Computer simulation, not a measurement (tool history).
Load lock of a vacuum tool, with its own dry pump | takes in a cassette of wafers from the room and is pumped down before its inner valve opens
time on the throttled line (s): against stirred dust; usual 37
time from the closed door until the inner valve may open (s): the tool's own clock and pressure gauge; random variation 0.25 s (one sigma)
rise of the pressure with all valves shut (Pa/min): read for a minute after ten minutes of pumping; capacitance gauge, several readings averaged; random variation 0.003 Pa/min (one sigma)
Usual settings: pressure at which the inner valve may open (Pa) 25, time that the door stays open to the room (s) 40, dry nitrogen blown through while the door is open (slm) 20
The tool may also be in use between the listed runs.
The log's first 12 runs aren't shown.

| run | day | time on the throttled line (s) | pressure at which the inner valve may open (Pa) | time that the door stays open to the room (s) | dry nitrogen blown through while the door is open (slm) | hours that the pump has run since its overhaul | times that the door has closed on its seal | incoming humidity of the room's air, % | time from the closed door until the inner valve may open (s) | rise of the pressure with all valves shut (Pa/min) |
|---|---|---|---|---|---|---|---|---|---|---|
|  | 243.004 | door's seal changed, seat wiped |
| 13 | 259.979 | 37 | 25 | 40 | 20 | 7123 | 1513 | 45.5 | 51.1 | 0.057 |
| 14 | 273.575 | 37 | 25 | 40 | 20 | 7450 | 2724 | 45.2 | 51.2 | 0.068 |
| 15 | 294.788 | 37 | 25 | 40 | 20 | 7959 | 4615 | 46.1 | 51.4 | 0.078 |
| 16 | 315.683 | 37 | 25 | 40 | 20 | 8460 | 6476 | 45.6 | 52 | 0.097 |
| 17 | 339.817 | 37 | 25 | 40 | 20 | 9039 | 8627 | 47 | 51.5 | 0.124 |
| 18 | 359.258 | 37 | 25 | 40 | 20 | 9506 | 10359 | 45.7 | 51.6 | 0.145 |
| 19 | 387.85 | 37 | 25 | 40 | 20 | 10192 | 12907 | 43.1 | 52 | 0.181 |
| 20 | 404.217 | 37 | 28 | 59 | 12 | 10585 | 14365 | 43 | 51.6 | 0.221 |
| 21 | 422.25 | 37 | 28 | 59 | 12 | 11018 | 15972 | 49.6 | 51.7 | 0.256 |
| 22 | 446.296 | 58 | 39 | 180 | 9 | 11595 | 18115 | 43.3 | 68.8 | 0.333 |
| 23 | 461.979 | 58 | 39 | 180 | 9 | 11971 | 19512 | 44.2 | 68.6 | 0.369 |
| 24 | 490.671 | 37 | 25 | 54 | 20 | 12660 | 22069 | 43.1 | 51.8 | 0.353 |
| 25 | 519.217 | 37 | 28 | 32 | 20 | 13345 | 24612 | 44.7 | 52 | 0.417 |
| 26 | 533.529 | 37 | 25 | 227 | 8 | 13689 | 25888 | 44.1 | 51.7 | 0.534 |
| 27 | 557.525 | 37 | 35 | 39 | 20 | 14264 | 28026 | 47.2 | 50.8 | 0.513 |
| 28 | 570.088 | 29 | 25 | 40 | 20 | 14566 | 29145 | 45.6 | 45.5 | 0.547 |
|  | 590.121 | door's seal changed, seat wiped |
| 29 | 593.208 | 29 | 25 | 40 | 20 | 15119 | 275 | 48.4 | 45.5 | 0.048 |

Run 30 comes next. What will it give?
| 30 | 619.7 | 29 | 25 | 40 | 20 | 15755 | 2635 | 45.6 | ? | ? |

time from the closed door until the inner valve may open (s): 45.4
rise of the pressure with all valves shut (Pa/min): 0.058
Without the tool's hidden state the same run would have given time from the closed door until the inner valve may open (s) 44, rise of the pressure with all valves shut (Pa/min) 0.041.
